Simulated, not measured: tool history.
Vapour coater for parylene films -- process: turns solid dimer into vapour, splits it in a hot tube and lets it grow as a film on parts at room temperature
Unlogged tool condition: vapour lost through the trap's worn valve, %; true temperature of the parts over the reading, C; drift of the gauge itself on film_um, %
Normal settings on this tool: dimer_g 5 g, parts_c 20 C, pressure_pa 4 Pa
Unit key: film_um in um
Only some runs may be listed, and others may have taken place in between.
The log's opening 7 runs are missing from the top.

run   hour  dimer_g  parts_c  pressure_pa  hours of work since the trap's valve was overhauled  hours of work since the table's thermometer was calibrated  film_um
  8    167        5       20            4                                                   48                                                         411     1.04
  9  188.2        5       20            4                                                   58                                                         420     1.08
 10    205        5       20            4                                                   66                                                         428     1.02
     217.5  -- trap's valve overhauled, once more
 11  233.5        5       20            4                                                    7                                                         439     1.17
 12  255.4        5       15            4                                                   17                                                         449     1.48
 13  280.9        5       20            4                                                   29                                                         461     1.19
 14  310.1        5       25            4                                                   42                                                         474     0.92
 15  328.5        5       25            4                                                   51                                                         483     0.95
 16  341.1        5       25            4                                                   57                                                         489     0.96
 17  365.5        9       21         3.16                                                   68                                                         500     2.12
 18  390.8        9       21         3.16                                                   79                                                         511     2.08
 19  403.4        9       25         3.16                                                   85                                                         517     1.74
 20  433.7        5       20         2.92                                                   99                                                         531     1.22
 21  446.6        7       21         8.13                                                  105                                                         537     1.43
 22  474.4        4       22         8.61                                                  118                                                         550     0.75
 23  493.4        6       20         2.98                                                  127                                                         558     1.44
 24  509.6        6       20         2.98                                                  134                                                         566     1.45
 25  539.4        3       20        10.08                                                  148                                                         580     0.63
 26  566.4        3       20        10.08                                                  160                                                         592     0.64
 27    589        4       24          2.3                                                  170                                                         602     0.83
 28  605.9        4       24          2.3                                                  178                                                         610     0.78
 29  628.9        4       15          7.6                                                  189                                                         621      1.1
 30  645.8        6       17          9.4                                                  196                                                         628     1.45
 31  671.8        3       24         8.09                                                  208                                                         640     0.51
 32  698.2        3       24         8.09                                                  221                                                         652     0.52

Below are 5 alternative next runs, each starting from the tool's condition after run 32. Predict each:
  A  720.2        7       26         2.18                                                  231                                                         663        ?
  B  720.2        3       24         8.09                                                  231                                                         663        ?
  C  720.2        3       24         2.91                                                  231                                                         663        ?
  D  720.2        3       22         8.09                                                  231                                                         663        ?
  E  720.2        3       28         5.62                                                  231                                                         663        ?

run  film_um
  A     1.33
  B     0.51
  C     0.58
  D     0.55
  E     0.45
What these runs would have given with no unlogged condition in the tool:
run  film_um
  A     1.43
  B     0.55
  C     0.62
  D     0.59
  E     0.49

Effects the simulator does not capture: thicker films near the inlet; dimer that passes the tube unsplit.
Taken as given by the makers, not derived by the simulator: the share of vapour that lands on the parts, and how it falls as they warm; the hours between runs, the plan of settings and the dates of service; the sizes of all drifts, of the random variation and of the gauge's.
